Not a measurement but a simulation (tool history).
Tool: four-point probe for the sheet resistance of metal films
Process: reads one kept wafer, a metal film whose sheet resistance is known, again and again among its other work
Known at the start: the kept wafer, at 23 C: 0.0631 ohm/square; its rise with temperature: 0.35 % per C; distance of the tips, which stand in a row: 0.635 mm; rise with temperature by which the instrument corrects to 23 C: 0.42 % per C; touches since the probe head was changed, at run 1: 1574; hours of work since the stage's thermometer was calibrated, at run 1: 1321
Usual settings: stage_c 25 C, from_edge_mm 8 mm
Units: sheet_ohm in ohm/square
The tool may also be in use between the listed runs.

| run | day | stage_c | from_edge_mm | touches since the probe head was changed | hours of work since the stage's thermometer was calibrated | sheet_ohm |
|---|---|---|---|---|---|---|
| 1 | 0.000 | 25 | 8 | 1574 | 1321 | 0.063098 |
| 2 | 1.025 | 25 | 8 | 2113 | 1334 | 0.063110 |
| 3 | 1.912 | 25 | 8 | 2578 | 1346 | 0.063101 |
| 4 | 2.596 | 25 | 8 | 2937 | 1355 | 0.063092 |
| 5 | 3.808 | 25 | 8 | 3576 | 1370 | 0.063117 |
| 6 | 4.858 | 25 | 8 | 4127 | 1384 | 0.063135 |
| 7 | 5.900 | 25 | 16 | 4674 | 1398 | 0.062923 |
| 8 | 6.617 | 25 | 50 | 5051 | 1407 | 0.062901 |
| 9 | 7.412 | 25 | 50 | 5469 | 1417 | 0.062886 |
| 10 | 8.200 | 25 | 50 | 5884 | 1428 | 0.062890 |
| 11 | 8.775 | 25 | 8 | 6185 | 1435 | 0.063081 |
| 12 | 9.792 | 25 | 11 | 6720 | 1449 | 0.063025 |
| 13 | 10.508 | 25 | 11 | 7096 | 1458 | 0.063031 |
| 14 | 11.042 | 25 | 60 | 7377 | 1465 | 0.062890 |
| 15 | 12.133 | 25 | 60 | 7951 | 1479 | 0.062899 |
| 16 | 12.850 | 25 | 60 | 8327 | 1489 | 0.062901 |
| 17 | 13.492 | 25 | 5 | 8665 | 1497 | 0.063442 |
| 18 | 14.392 | 25 | 8 | 9136 | 1509 | 0.063122 |
| 19 | 15.600 | 25 | 8 | 9771 | 1524 | 0.063105 |
| 20 | 16.671 | 25 | 8 | 10335 | 1538 | 0.063108 |
| 21 | 17.183 | 19 | 9 | 10604 | 1545 | 0.063320 |
| 22 | 18.446 | 19 | 9 | 11268 | 1562 | 0.063321 |
| 23 | 19.683 | 22 | 4 | 11917 | 1578 | 0.063861 |
| 24 | 20.454 | 22 | 4 | 12323 | 1588 | 0.063845 |
| 25 | 21.021 | 19 | 36 | 12621 | 1595 | 0.063159 |
| 26 | 21.650 | 19 | 36 | 12952 | 1604 | 0.063152 |
|  | 21.750 | stage's thermometer calibrated |
| 27 | 22.279 | 19 | 36 | 13271 | 7 | 0.063137 |
| 28 | 23.396 | 33 | 66 | 13858 | 22 | 0.062567 |
| 29 | 24.442 | 33 | 41 | 14408 | 35 | 0.062584 |
| 30 | 25.142 | 33 | 41 | 14776 | 44 | 0.062576 |
| 31 | 25.933 | 24 | 56 | 15192 | 55 | 0.062927 |
| 32 | 26.600 | 25 | 9 | 15543 | 63 | 0.063046 |
| 33 | 27.188 | 26 | 6 | 15851 | 71 | 0.063239 |
|  | 27.400 | stage's thermometer calibrated, once more |
| 34 | 27.767 | 27 | 4 | 16143 | 5 | 0.063720 |
| 35 | 28.792 | 19 | 8 | 16682 | 18 | 0.063425 |
| 36 | 29.925 | 19 | 8 | 17279 | 33 | 0.063410 |
| 37 | 30.817 | 34 | 8 | 17746 | 45 | 0.062816 |
| 38 | 31.700 | 27 | 3 | 18212 | 56 | 0.064336 |
| 39 | 32.696 | 28 | 65 | 18734 | 69 | 0.062812 |
| 40 | 33.262 | 24 | 3 | 19032 | 77 | 0.064473 |

Measured less the same run without the tool's hidden state. The same run-to-run variation is in both; the gauge's scatter may not be:
The hidden state here: inner tips' distance over the nominal, %; tips' flats over new ones', %; wafer's true temperature over the reading, C; drift of the gauge itself on sheet_ohm, %.
| run | sheet_ohm |
|---|---|
| 1 | -0.000130 |
| 2 | -0.000130 |
| 3 | -0.000129 |
| 4 | -0.000129 |
| 5 | -0.000129 |
| 6 | -0.000128 |
| 7 | -0.000128 |
| 8 | -0.000128 |
| 9 | -0.000128 |
| 10 | -0.000127 |
| 11 | -0.000127 |
| 12 | -0.000127 |
| 13 | -0.000127 |
| 14 | -0.000126 |
| 15 | -0.000126 |
| 16 | -0.000126 |
| 17 | -0.000127 |
| 18 | -0.000126 |
| 19 | -0.000125 |
| 20 | -0.000125 |
| 21 | -0.000127 |
| 22 | -0.000126 |
| 23 | -0.000126 |
| 24 | -0.000126 |
| 25 | -0.000126 |
| 26 | -0.000124 |
| 27 | -0.000136 |
| 28 | -0.000131 |
| 29 | -0.000131 |
| 30 | -0.000130 |
| 31 | -0.000133 |
| 32 | -0.000133 |
| 33 | -0.000133 |
| 34 | -0.000074 |
| 35 | -0.000074 |
| 36 | -0.000074 |
| 37 | -0.000072 |
| 38 | -0.000073 |
| 39 | -0.000072 |
| 40 | -0.000074 |
